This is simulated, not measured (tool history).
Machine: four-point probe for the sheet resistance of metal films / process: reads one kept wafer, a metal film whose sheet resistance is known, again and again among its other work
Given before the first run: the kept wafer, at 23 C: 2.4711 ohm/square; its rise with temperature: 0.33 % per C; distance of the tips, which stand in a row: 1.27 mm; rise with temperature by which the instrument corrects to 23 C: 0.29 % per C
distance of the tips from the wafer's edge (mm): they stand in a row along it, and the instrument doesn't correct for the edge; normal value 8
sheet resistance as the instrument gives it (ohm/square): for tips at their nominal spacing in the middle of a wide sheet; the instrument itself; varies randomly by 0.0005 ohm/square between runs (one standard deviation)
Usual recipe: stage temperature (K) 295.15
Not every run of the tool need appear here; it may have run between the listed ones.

| run | day | stage temperature (K) | distance of the tips from the wafer's edge (mm) | sheet resistance as the instrument gives it (ohm/square) |
|---|---|---|---|---|
| 1 | 0.000 | 295.15 | 8 | 2.527947 |
| 2 | 0.629 | 295.15 | 7 | 2.538695 |
| 3 | 1.671 | 305.15 | 8 | 2.540397 |
| 4 | 2.221 | 305.15 | 8 | 2.541343 |
| 5 | 3.229 | 297.15 | 8 | 2.532090 |
| 6 | 4.038 | 297.15 | 8 | 2.532021 |
| 7 | 5.050 | 297.15 | 8 | 2.532645 |
| 8 | 6.092 | 297.15 | 53 | 2.500967 |
| 9 | 6.625 | 297.15 | 53 | 2.500019 |
| 10 | 7.329 | 297.15 | 15 | 2.509497 |
| 11 | 8.233 | 297.15 | 15 | 2.509574 |
| 12 | 8.712 | 302.15 | 8 | 2.540449 |
| 13 | 9.171 | 295.15 | 8 | 2.532059 |
| 14 | 9.642 | 295.15 | 8 | 2.532774 |
| 15 | 10.429 | 295.15 | 8 | 2.532335 |
| 16 | 11.088 | 295.15 | 8 | 2.533618 |
| 17 | 11.667 | 295.15 | 8 | 2.532598 |
| 18 | 12.517 | 295.15 | 3 | 2.717591 |
| 19 | 13.546 | 295.15 | 3 | 2.717684 |
| 20 | 14.133 | 295.15 | 38 | 2.501844 |
| 21 | 15.012 | 295.15 | 38 | 2.502113 |
| 22 | 15.729 | 295.15 | 38 | 2.502781 |
| 23 | 16.354 | 295.15 | 25 | 2.504301 |
| 24 | 17.042 | 295.15 | 25 | 2.504958 |
| 25 | 18.033 | 295.15 | 60 | 2.502796 |
| 26 | 18.608 | 297.15 | 3 | 2.724157 |
| 27 | 19.054 | 297.15 | 3 | 2.723478 |
| 28 | 20.029 | 297.15 | 3 | 2.723216 |
| 29 | 20.567 | 298.15 | 26 | 2.509531 |
|  | 21.146 | new probe head fitted |
| 30 | 21.554 | 298.15 | 26 | 2.467612 |
| 31 | 22.475 | 299.15 | 40 | 2.465970 |
| 32 | 22.954 | 299.15 | 40 | 2.467383 |
| 33 | 23.896 | 295.15 | 9 | 2.487352 |
| 34 | 24.438 | 295.15 | 9 | 2.487366 |
| 35 | 25.154 | 293.15 | 15 | 2.469528 |
| 36 | 26.208 | 293.15 | 15 | 2.469503 |
| 37 | 27.142 | 302.15 | 37 | 2.472528 |
| 38 | 27.688 | 302.15 | 37 | 2.472500 |
| 39 | 28.588 | 292.15 | 29 | 2.462355 |
| 40 | 29.425 | 291.15 | 3 | 2.673645 |
| 41 | 30.321 | 295.15 | 4 | 2.590360 |
| 42 | 31.275 | 295.15 | 4 | 2.592174 |
| 43 | 32.204 | 296.15 | 7 | 2.509854 |

Table of differences, measured result less the result of that run with no hidden state. Run-to-run variation is the same in both. Gauge scatter possibly is not:
The hidden state here: inner tips' distance over the nominal, %; tips' flats over new ones', %; wafer's true temperature over the reading, C; drift of the gauge itself on sheet_ohm, %.
| run | sheet resistance as the instrument gives it (ohm/square) |
|---|---|
| 1 | +0.025136 |
| 2 | +0.025516 |
| 3 | +0.025972 |
| 4 | +0.026190 |
| 5 | +0.026521 |
| 6 | +0.026867 |
| 7 | +0.027275 |
| 8 | +0.027397 |
| 9 | +0.027598 |
| 10 | +0.027996 |
| 11 | +0.028359 |
| 12 | +0.028892 |
| 13 | +0.028980 |
| 14 | +0.029199 |
| 15 | +0.029524 |
| 16 | +0.029798 |
| 17 | +0.030034 |
| 18 | +0.032382 |
| 19 | +0.032860 |
| 20 | +0.030699 |
| 21 | +0.031088 |
| 22 | +0.031385 |
| 23 | +0.031648 |
| 24 | +0.031948 |
| 25 | +0.032308 |
| 26 | +0.035160 |
| 27 | +0.035338 |
| 28 | +0.035779 |
| 29 | +0.033429 |
| 30 | -0.009316 |
| 31 | -0.008927 |
| 32 | -0.008730 |
| 33 | -0.008377 |
| 34 | -0.008135 |
| 35 | -0.007766 |
| 36 | -0.007309 |
| 37 | -0.006963 |
| 38 | -0.006753 |
| 39 | -0.006299 |
| 40 | -0.006354 |
| 41 | -0.005825 |
| 42 | -0.005399 |
| 43 | -0.004861 |
